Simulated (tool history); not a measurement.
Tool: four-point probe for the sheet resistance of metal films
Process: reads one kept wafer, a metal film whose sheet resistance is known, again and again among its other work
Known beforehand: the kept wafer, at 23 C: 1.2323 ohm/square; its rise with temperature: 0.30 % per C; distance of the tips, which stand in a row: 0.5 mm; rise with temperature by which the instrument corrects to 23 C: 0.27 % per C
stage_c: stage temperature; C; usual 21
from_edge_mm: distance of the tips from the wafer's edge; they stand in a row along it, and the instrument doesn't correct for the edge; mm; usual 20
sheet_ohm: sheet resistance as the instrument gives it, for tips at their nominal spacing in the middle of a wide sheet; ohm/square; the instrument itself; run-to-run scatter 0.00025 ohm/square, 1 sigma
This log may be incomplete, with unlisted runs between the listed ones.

{"run": 1, "hour": 0.0, "stage_c": 21, "from_edge_mm": 20, "sheet_ohm": 1.224063}
{"run": 2, "hour": 21.9, "stage_c": 21, "from_edge_mm": 20, "sheet_ohm": 1.223939}
{"run": 3, "hour": 46.2, "stage_c": 21, "from_edge_mm": 20, "sheet_ohm": 1.224156}
{"run": 4, "hour": 58.5, "stage_c": 21, "from_edge_mm": 50, "sheet_ohm": 1.223687}
{"run": 5, "hour": 83.3, "stage_c": 21, "from_edge_mm": 11, "sheet_ohm": 1.22465}
{"run": 6, "hour": 100.9, "stage_c": 21, "from_edge_mm": 11, "sheet_ohm": 1.224085}
{"run": 7, "hour": 127.5, "stage_c": 21, "from_edge_mm": 20, "sheet_ohm": 1.22373}
{"run": 8, "hour": 141.7, "stage_c": 21, "from_edge_mm": 11, "sheet_ohm": 1.2243}
{"run": 9, "hour": 159.2, "stage_c": 31, "from_edge_mm": 71, "sheet_ohm": 1.225884}
{"run": 10, "hour": 177.8, "stage_c": 26, "from_edge_mm": 24, "sheet_ohm": 1.225068}

Predict the results of run 11:
{"run": 11, "hour": 190.8, "stage_c": 26, "from_edge_mm": 24, "sheet_ohm": "?"}

{"run 11": {"sheet_ohm": 1.224948}}
Were there no unlogged condition in the tool, this run, its random variation unchanged, would have produced sheet_ohm 1.233682 ohm/square.
